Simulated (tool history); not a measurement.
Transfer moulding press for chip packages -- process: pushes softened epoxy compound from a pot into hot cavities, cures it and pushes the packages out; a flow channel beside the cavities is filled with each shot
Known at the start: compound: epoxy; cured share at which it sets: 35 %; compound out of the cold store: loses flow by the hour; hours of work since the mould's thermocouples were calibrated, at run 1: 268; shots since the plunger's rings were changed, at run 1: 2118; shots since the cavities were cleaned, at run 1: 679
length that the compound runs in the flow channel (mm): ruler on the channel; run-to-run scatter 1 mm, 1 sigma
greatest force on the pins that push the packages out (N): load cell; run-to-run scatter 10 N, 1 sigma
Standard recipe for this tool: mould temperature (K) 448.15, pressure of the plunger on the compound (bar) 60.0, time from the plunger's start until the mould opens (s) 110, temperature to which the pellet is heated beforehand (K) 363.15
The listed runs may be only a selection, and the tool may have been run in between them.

| run | day | mould temperature (K) | pressure of the plunger on the compound (bar) | time from the plunger's start until the mould opens (s) | temperature to which the pellet is heated beforehand (K) | hours of work since the mould's thermocouples were calibrated | shots since the plunger's rings were changed | shots since the cavities were cleaned | incoming compound's hours out of the cold store | length that the compound runs in the flow channel (mm) | greatest force on the pins that push the packages out (N) |
|---|---|---|---|---|---|---|---|---|---|---|---|
| 1 | 0.000 | 448.15 | 60.0 | 110 | 363.15 | 268 | 2118 | 679 | 27.5 | 791 | 753 |
| 2 | 0.479 | 448.15 | 60.0 | 110 | 363.15 | 277 | 2262 | 823 | 31.1 | 779 | 804 |
| 3 | 0.950 | 448.15 | 60.0 | 110 | 363.15 | 286 | 2403 | 964 | 30.0 | 782 | 812 |
| 4 | 1.204 | 448.15 | 60.0 | 138 | 363.15 | 291 | 2481 | 1042 | 14.9 | 825 | 792 |
|  | 1.308 | cavities cleaned with cleaning compound and waxed |
| 5 | 1.529 | 448.15 | 60.0 | 110 | 363.15 | 296 | 2559 | 67 | 16.4 | 820 | 513 |
| 6 | 2.012 | 448.15 | 60.0 | 110 | 363.15 | 305 | 2705 | 213 | 20.2 | 806 | 589 |
|  | 2.200 | plunger's sealing rings changed |
| 7 | 2.500 | 448.15 | 60.0 | 110 | 363.15 | 312 | 90 | 327 | 13.5 | 855 | 661 |
| 8 | 2.967 | 448.15 | 60.0 | 110 | 363.15 | 321 | 231 | 468 | 38.6 | 778 | 689 |
| 9 | 3.392 | 448.15 | 60.0 | 110 | 371.15 | 329 | 358 | 595 | 16.3 | 844 | 736 |
| 10 | 3.788 | 448.15 | 60.0 | 110 | 371.15 | 336 | 477 | 714 | 38.6 | 776 | 762 |
| 11 | 4.125 | 448.15 | 60.0 | 110 | 371.15 | 343 | 579 | 816 | 45.9 | 756 | 782 |
| 12 | 4.646 | 448.15 | 65.0 | 110 | 363.15 | 353 | 735 | 972 | 45.7 | 786 | 839 |
|  | 4.967 | cavities cleaned with cleaning compound and waxed |
| 13 | 5.046 | 448.15 | 65.0 | 136 | 363.15 | 359 | 837 | 24 | 31.5 | 826 | 448 |
| 14 | 5.383 | 448.15 | 65.0 | 136 | 363.15 | 365 | 938 | 125 | 25.2 | 846 | 490 |
| 15 | 5.904 | 448.15 | 65.0 | 136 | 363.15 | 375 | 1095 | 282 | 27.9 | 835 | 574 |
| 16 | 6.250 | 442.15 | 60.0 | 148 | 361.15 | 382 | 1199 | 386 | 21.5 | 834 | 640 |
| 17 | 6.558 | 442.15 | 60.0 | 148 | 366.15 | 388 | 1291 | 478 | 47.8 | 757 | 659 |
| 18 | 6.775 | 443.15 | 64.5 | 94 | 356.15 | 392 | 1357 | 544 | 40.5 | 804 | 1221 |
| 19 | 7.150 | 455.15 | 53.4 | 94 | 371.15 | 399 | 1469 | 656 | 15.8 | 774 | 730 |
| 20 | 7.462 | 455.15 | 53.4 | 121 | 371.15 | 405 | 1563 | 750 | 37.4 | 716 | 692 |
| 21 | 7.867 | 441.15 | 53.5 | 110 | 366.15 | 413 | 1685 | 872 | 26.4 | 772 | 1128 |
| 22 | 8.354 | 452.15 | 55.8 | 106 | 370.15 | 422 | 1832 | 1019 | 47.8 | 707 | 783 |

Expected results for the next run?
|  | 8.512 | cavities cleaned with cleaning compound and waxed |
| 23 | 8.792 | 448.15 | 60.0 | 110 | 354.15 | 429 | 1944 | 84 | 43.0 | ? | ? |

length that the compound runs in the flow channel (mm): 755
greatest force on the pins that push the packages out (N): 533
Without the tool's hidden state the same run would have given length that the compound runs in the flow channel (mm) 768, greatest force on the pins that push the packages out (N) 462.
